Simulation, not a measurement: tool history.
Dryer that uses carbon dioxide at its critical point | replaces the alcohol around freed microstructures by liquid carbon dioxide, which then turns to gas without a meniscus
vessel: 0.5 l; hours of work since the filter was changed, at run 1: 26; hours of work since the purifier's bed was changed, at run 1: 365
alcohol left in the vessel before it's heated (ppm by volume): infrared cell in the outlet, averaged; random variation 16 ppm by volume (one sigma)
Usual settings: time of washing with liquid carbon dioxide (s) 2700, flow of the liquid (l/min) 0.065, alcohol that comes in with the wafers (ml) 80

run	hour	time of washing with liquid carbon dioxide (s)	flow of the liquid (l/min)	alcohol that comes in with the wafers (ml)	hours of work since the filter was changed	hours of work since the purifier's bed was changed	alcohol left in the vessel before it's heated (ppm by volume)
1	0	2700	0.065	80	26	365	1242
2	17	2700	0.065	80	35	374	1238
3	35.3	2700	0.065	80	45	384	1251
4	50.3	2700	0.065	80	53	392	1279
5	63.1	2700	0.065	80	59	398	1283
6	80.9	2700	0.065	80	69	408	1246
7	91.5	2700	0.065	80	74	413	1344
8	117.1	2700	0.065	80	88	427	1348
9	142.6	2700	0.065	80	101	440	1336
10	162.2	2700	0.065	80	111	450	1373
11	177.2	2700	0.065	80	119	458	1397
12	192	2700	0.065	80	127	466	1428
13	203.1	2700	0.065	80	133	472	1493
14	221.3	2700	0.065	80	142	481	1421
15	245.5	2700	0.065	80	155	494	1456
16	263.4	2700	0.065	80	164	503	1459
17	286	2700	0.065	80	176	515	1433
18	301.2	1860	0.0508	52	184	523	7835
19	311.9	2760	0.0854	114	190	529	605
20	324.6	2760	0.0854	114	196	535	621
21	346.7	2100	0.0476	64	208	547	8470
22	368.4	4020	0.0476	107	219	558	1368
23	392.6	3420	0.0623	35	232	571	444
24	407.2	3420	0.0403	82	239	579	3909
25	423.4	2160	0.0401	36	248	587	6917
26	435.3	2160	0.064	22	254	593	1257
27	452.8	2340	0.0601	22	263	602	1230

5 ways to go on from here, each from the tool as it stands after run 27. What would each give?
A	472.9	1620	0.065	80	274	613	?
B	472.9	1860	0.0651	62	274	613	?
C	472.9	2700	0.065	31	274	613	?
D	472.9	2340	0.0479	107	274	613	?
E	472.9	2700	0.065	54	274	613	?

run	alcohol left in the vessel before it's heated (ppm by volume)
A	9864
B	5062
C	782
D	10401
E	1179
Without the tool's hidden state the same runs would have given:
run	alcohol left in the vessel before it's heated (ppm by volume)
A	7977
B	3883
C	395
D	8309
E	690
